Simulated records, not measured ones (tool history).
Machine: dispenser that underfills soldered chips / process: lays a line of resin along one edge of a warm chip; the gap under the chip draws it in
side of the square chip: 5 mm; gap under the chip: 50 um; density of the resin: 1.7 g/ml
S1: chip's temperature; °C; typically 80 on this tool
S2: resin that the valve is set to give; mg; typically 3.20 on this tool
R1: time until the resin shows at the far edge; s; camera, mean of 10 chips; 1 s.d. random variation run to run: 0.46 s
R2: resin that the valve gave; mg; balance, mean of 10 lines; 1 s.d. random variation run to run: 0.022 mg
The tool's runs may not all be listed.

Run 1, hour 0.0: usual settings. Result: R1 40.9 s, R2 3.05 mg.
Run 2, hour 7.2: usual settings but S2 3.49 mg. Result: R1 67.1 s, R2 3.33 mg.
At hour 9.5: new syringe of resin.
Run 3, hour 19.4: usual settings but S2 3.49 mg. Result: R1 71.2 s, R2 3.28 mg.
At hour 20.8: new syringe of resin.
Run 4, hour 25.8: usual settings. Result: R1 51.9 s, R2 3.00 mg.
At hour 32.5: new syringe of resin.
Run 5, hour 40.1: usual settings but S1 66 °C. Result: R1 112.0 s, R2 2.97 mg.
At hour 43.4: new syringe of resin.
Run 6, hour 48.2: usual settings. Result: R1 50.2 s, R2 2.99 mg.
At hour 54.4: new syringe of resin.
Run 7, hour 62.8: usual settings. Result: R1 64.3 s, R2 2.93 mg.
At hour 66.4: new syringe of resin.
Run 8, hour 76.4: usual settings. Result: R1 74.0 s, R2 2.88 mg.
At hour 78.0: new syringe of resin.
At hour 88.9: new syringe of resin.
Run 9, hour 91.5: usual settings but S1 85 °C, S2 3.12 mg. Result: R1 37.0 s, R2 2.85 mg.
At hour 100.4: dispensing valve cleaned and set on the balance.
At hour 101.8: new syringe of resin.
Run 10, hour 106.8: usual settings but S1 66 °C, S2 3.24 mg. Result: R1 96.9 s, R2 3.24 mg.
At hour 114.0: new syringe of resin.
Run 11, hour 117.9: usual settings but S1 66 °C, S2 3.24 mg. Result: R1 89.2 s, R2 3.21 mg.
At hour 125.5: new syringe of resin.
Run 12, hour 131.9: usual settings but S1 66 °C, S2 3.24 mg. Result: R1 102.5 s, R2 3.18 mg.

Each row is a separate what-if for the run after 12, all from the same tool condition, not one after another. Results?
At hour 137.1: new syringe of resin.
Run A, hour 141.0: usual settings but S1 83 °C, S2 3.27 mg. Result: R1 ?, R2 ?.
At hour 137.1: new syringe of resin.
Run B, hour 141.0: usual settings but S1 84 °C, S2 3.84 mg. Result: R1 ?, R2 ?.
At hour 137.1: new syringe of resin.
Run C, hour 141.0: usual settings but S1 88 °C, S2 3.27 mg. Result: R1 ?, R2 ?.
At hour 137.1: new syringe of resin.
Run D, hour 141.0: usual settings but S1 66 °C, S2 3.63 mg. Result: R1 ?, R2 ?.

run    R1    R2
  A  43.3  3.22
  B  41.3  3.76
  C  35.1  3.18
  D  90.2  3.57
Stripped of hidden state, with their random variation kept, the same runs would have yielded:
run    R1    R2
  A  30.4  3.29
  B  29.1  3.84
  C  24.7  3.24
  D  62.9  3.64
